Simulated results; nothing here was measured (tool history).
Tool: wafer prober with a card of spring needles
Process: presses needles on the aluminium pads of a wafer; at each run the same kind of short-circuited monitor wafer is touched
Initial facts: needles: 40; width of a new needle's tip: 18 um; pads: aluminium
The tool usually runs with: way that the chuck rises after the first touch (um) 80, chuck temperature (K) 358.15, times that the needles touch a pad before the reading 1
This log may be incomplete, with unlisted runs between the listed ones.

run   hour  way that the chuck rises after the first touch (um)  chuck temperature (K)  times that the needles touch a pad before the reading  resistance of one needle with its contact and lead (mohm)  way that a needle slides on the pad (um)
  1    0.0                                                   80                 358.15                                                      1                                                        319                                     11.25
       1.3  -- tips cleaned on abrasive film
  2    7.2                                                   80                 358.15                                                      1                                                        311                                     11.26
      13.8  -- tips cleaned on abrasive film
  3   19.5                                                   80                 358.15                                                      1                                                        303                                     11.25
      26.7  -- tips cleaned on abrasive film
  4   30.8                                                   80                 358.15                                                      1                                                        304                                     11.21
      38.5  -- tips cleaned on abrasive film
  5   38.5                                                   80                 358.15                                                      1                                                        297                                     11.21
  6   47.1                                                   80                 358.15                                                      1                                                        312                                     11.23
      50.7  -- tips cleaned on abrasive film
  7   52.9                                                   80                 358.15                                                      1                                                        304                                     11.20
      63.0  -- tips cleaned on abrasive film
  8   65.7                                                   80                 358.15                                                      1                                                        300                                     11.21
      75.2  -- tips cleaned on abrasive film
  9   77.0                                                   80                 358.15                                                      1                                                        300                                     11.22
 10   85.1                                                   80                 358.15                                                      1                                                        309                                     11.19
      87.9  -- tips cleaned on abrasive film
 11   96.4                                                   80                 358.15                                                      1                                                        314                                     11.18
     100.5  -- tips cleaned on abrasive film
 12  108.0                                                   80                 358.15                                                      1                                                        316                                     11.14
     112.8  -- tips cleaned on abrasive film
 13  116.3                                                   80                 358.15                                                      2                                                        301                                     11.13
     125.3  -- tips cleaned on abrasive film
 14  127.2                                                   80                 358.15                                                      1                                                        303                                     11.05
 15  135.9                                                   80                 358.15                                                      1                                                        315                                     11.13
     137.2  -- tips cleaned on abrasive film
 16  147.3                                                   80                 358.15                                                      2                                                        299                                     11.11
     149.1  -- tips cleaned on abrasive film
 17  156.9                                                   80                 358.15                                                      2                                                        306                                     11.07
     161.0  -- tips cleaned on abrasive film
 18  162.9                                                   71                 363.15                                                      2                                                        306                                      9.76
 19  168.8                                                   73                 319.15                                                      1                                                        310                                     10.07
     173.1  -- tips cleaned on abrasive film
 20  176.6                                                   73                 345.15                                                      1                                                        305                                      9.98
     186.0  -- tips cleaned on abrasive film
 21  190.0                                                   80                 306.15                                                      1                                                        288                                     11.05
     198.2  -- tips cleaned on abrasive film
 22  198.7                                                   81                 317.15                                                      1                                                        288                                     11.14
     210.3  -- tips cleaned on abrasive film
 23  211.6                                                   69                 353.15                                                      1                                                        306                                      9.41
 24  219.7                                                   69                 353.15                                                      1                                                        325                                      9.42
     222.2  -- tips cleaned on abrasive film
 25  231.4                                                   63                 342.15                                                      2                                                        316                                      8.49
     235.2  -- tips cleaned on abrasive film
 26  244.2                                                   80                 329.15                                                      1                                                        305                                     10.97
     247.3  -- tips cleaned on abrasive film
 27  256.2                                                   93                 345.15                                                      1                                                        305                                     12.86
     259.8  -- tips cleaned on abrasive film
 28  268.0                                                   93                 345.15                                                      1                                                        303                                     12.84
     272.4  -- tips cleaned on abrasive film
 29  276.8                                                   92                 345.15                                                      1                                                        300                                     12.64
     284.8  -- tips cleaned on abrasive film
 30  287.5                                                   92                 345.15                                                      1                                                        298                                     12.63
     297.2  -- tips cleaned on abrasive film
 31  298.1                                                   92                 351.15                                                      1                                                        300                                     12.68
     307.0  -- height of the first contact set anew
     310.1  -- tips cleaned on abrasive film
 32  310.5                                                   92                 351.15                                                      1                                                        295                                     13.20
     322.3  -- tips cleaned on abrasive film
 33  322.3                                                   72                 304.15                                                      2                                                        284                                     10.35

Forecast each of these 3 alternatives for the next run:
  A  331.2                                                   84                 355.15                                                      2                                                          ?                                         ?
  B  331.2                                                   80                 336.15                                                      1                                                          ?                                         ?
  C  331.2                                                   69                 339.15                                                      2                                                          ?                                         ?

run  resistance of one needle with its contact and lead (mohm)  way that a needle slides on the pad (um)
  A                                                        304                                     12.03
  B                                                        313                                     11.52
  C                                                        311                                      9.87
Without the tool's unlogged condition, the same runs would have read:
run  resistance of one needle with its contact and lead (mohm)  way that a needle slides on the pad (um)
  A                                                        293                                     12.06
  B                                                        293                                     11.56
  C                                                        295                                      9.90

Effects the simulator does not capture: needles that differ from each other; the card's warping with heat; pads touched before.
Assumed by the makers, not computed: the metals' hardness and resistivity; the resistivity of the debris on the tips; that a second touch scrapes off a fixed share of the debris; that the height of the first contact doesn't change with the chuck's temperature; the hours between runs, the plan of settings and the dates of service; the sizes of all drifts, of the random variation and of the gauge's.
